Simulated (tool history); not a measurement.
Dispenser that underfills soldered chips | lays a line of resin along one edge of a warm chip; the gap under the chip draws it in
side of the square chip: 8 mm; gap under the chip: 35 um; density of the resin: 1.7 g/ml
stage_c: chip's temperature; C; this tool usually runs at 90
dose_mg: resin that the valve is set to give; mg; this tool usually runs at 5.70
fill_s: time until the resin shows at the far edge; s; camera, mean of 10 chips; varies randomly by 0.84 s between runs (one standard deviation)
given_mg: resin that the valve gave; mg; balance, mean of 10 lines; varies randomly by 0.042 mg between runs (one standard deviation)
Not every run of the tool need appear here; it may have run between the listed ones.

Run 1, hour 0.0: usual settings. Result: fill_s 152.8 s, given_mg 5.59 mg.
At hour 5.1: new syringe of resin.
Run 2, hour 13.3: usual settings. Result: fill_s 107.5 s, given_mg 5.53 mg.
Run 3, hour 23.7: usual settings but stage_c 80 C. Result: fill_s 277.9 s, given_mg 5.52 mg.
At hour 25.9: new syringe of resin.
Run 4, hour 34.3: usual settings but stage_c 80 C. Result: fill_s 181.8 s, given_mg 5.44 mg.
Run 5, hour 41.8: usual settings but stage_c 80 C. Result: fill_s 252.6 s, given_mg 5.51 mg.
At hour 46.2: new syringe of resin.
Run 6, hour 54.8: usual settings but stage_c 80 C. Result: fill_s 176.5 s, given_mg 5.54 mg.
At hour 66.7: new syringe of resin.
Run 7, hour 66.8: usual settings but stage_c 80 C. Result: fill_s 124.5 s, given_mg 5.50 mg.
Run 8, hour 74.5: usual settings but dose_mg 6.36 mg. Result: fill_s 106.3 s, given_mg 6.02 mg.
Run 9, hour 84.3: usual settings. Result: fill_s 167.2 s, given_mg 5.42 mg.
At hour 87.2: new syringe of resin.
Run 10, hour 91.2: usual settings. Result: fill_s 90.5 s, given_mg 5.38 mg.

For run 11, what comes out?
Run 11, hour 98.8: usual settings but stage_c 102 C, dose_mg 5.15 mg. Result: fill_s ?, given_mg ?.

{"run 11": {"fill_s": 74.1, "given_mg": 4.84}}
Had the tool carried no hidden state, the very same run would have given fill_s 45.1 s, given_mg 5.14 mg.

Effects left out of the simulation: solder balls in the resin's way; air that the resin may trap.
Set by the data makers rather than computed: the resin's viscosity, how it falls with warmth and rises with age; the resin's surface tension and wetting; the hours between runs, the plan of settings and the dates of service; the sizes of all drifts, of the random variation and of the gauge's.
